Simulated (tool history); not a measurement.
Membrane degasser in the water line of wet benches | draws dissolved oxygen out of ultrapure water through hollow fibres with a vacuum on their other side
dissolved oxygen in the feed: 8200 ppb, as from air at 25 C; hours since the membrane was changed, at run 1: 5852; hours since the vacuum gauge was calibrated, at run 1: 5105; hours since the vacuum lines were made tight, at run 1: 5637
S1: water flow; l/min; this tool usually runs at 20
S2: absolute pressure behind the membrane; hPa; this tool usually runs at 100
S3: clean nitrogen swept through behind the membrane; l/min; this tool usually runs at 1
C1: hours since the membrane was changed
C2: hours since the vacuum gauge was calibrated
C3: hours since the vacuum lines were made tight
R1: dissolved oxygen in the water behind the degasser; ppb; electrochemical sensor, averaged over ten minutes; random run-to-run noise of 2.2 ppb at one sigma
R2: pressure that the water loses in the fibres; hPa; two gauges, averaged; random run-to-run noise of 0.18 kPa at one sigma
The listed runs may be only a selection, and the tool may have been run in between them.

run 1 day=0 | S1=20 S2=100 S3=1 | C1=5852 C2=5105 C3=5637 | R1=325.8 R2=344.2
run 2 day=3.133 | S1=20 S2=100 S3=1 | C1=5927 C2=5180 C3=5712 | R1=323.7 R2=344
run 3 day=8.821 | S1=20 S2=100 S3=1 | C1=6064 C2=5317 C3=5849 | R1=326.6 R2=347
run 4 day=13.279 | S1=20 S2=100 S3=1 | C1=6171 C2=5423 C3=5956 | R1=330.5 R2=350.7
run 5 day=18.588 | S1=20 S2=100 S3=1 | C1=6298 C2=5551 C3=6083 | R1=326.9 R2=347.2
run 6 day=24.225 | S1=20 S2=243 S3=1 | C1=6433 C2=5686 C3=6218 | R1=885.1 R2=347.7
run 7 day=30.004 | S1=20 S2=100 S3=0.5 | C1=6572 C2=5825 C3=6357 | R1=559.6 R2=350.6
run 8 day=35.688 | S1=20 S2=100 S3=0.47 | C1=6708 C2=5961 C3=6493 | R1=591.9 R2=351.7
run 9 day=40.05 | S1=20 S2=100 S3=1 | C1=6813 C2=6066 C3=6598 | R1=333.9 R2=348.4
run 10 day=44.654 | S1=20 S2=100 S3=1 | C1=6924 C2=6176 C3=6709 | R1=332.8 R2=350.4
run 11 day=48.904 | S1=19 S2=100 S3=1 | C1=7026 C2=6278 C3=6811 | R1=316.6 R2=331.8
run 12 day=56.338 | S1=19 S2=100 S3=1 | C1=7204 C2=6457 C3=6989 | R1=315.4 R2=332.9
run 13 day=60.496 | S1=19 S2=100 S3=1 | C1=7304 C2=6557 C3=7089 | R1=315.8 R2=329
run 14 day=64.304 | S1=20 S2=100 S3=1 | C1=7395 C2=6648 C3=7180 | R1=335.6 R2=351
run 15 day=68.692 | S1=20 S2=100 S3=1 | C1=7500 C2=6753 C3=7285 | R1=335 R2=357.9
run 16 day=73.492 | S1=20 S2=100 S3=2.9 | C1=7616 C2=6869 C3=7401 | R1=136.6 R2=349
run 17 day=79.192 | S1=25 S2=100 S3=1.73 | C1=7753 C2=7005 C3=7537 | R1=285.4 R2=444.4
run 18 day=82.733 | S1=15 S2=83 S3=0.47 | C1=7838 C2=7090 C3=7622 | R1=372.1 R2=267.9
run 19 day=88.042 | S1=13 S2=83 S3=0.47 | C1=7965 C2=7218 C3=7750 | R1=327 R2=230.3
-- day=89.65 seals of the vacuum lines changed
run 20 day=91.879 | S1=13 S2=83 S3=0.47 | C1=8055 C2=7308 C3=53 | R1=327.7 R2=231.1

Run 21, settings as shown, results not yet in. Your forecast:
run 21 day=95.562 | S1=13 S2=90 S3=0.47 | C1=8143 C2=7396 C3=142 | R1=? R2=?

{"run 21": {"R1": 365.9, "R2": 230.8}}
Had the tool carried no hidden state, the very same run would have given R1 333 ppb, R2 214 hPa.
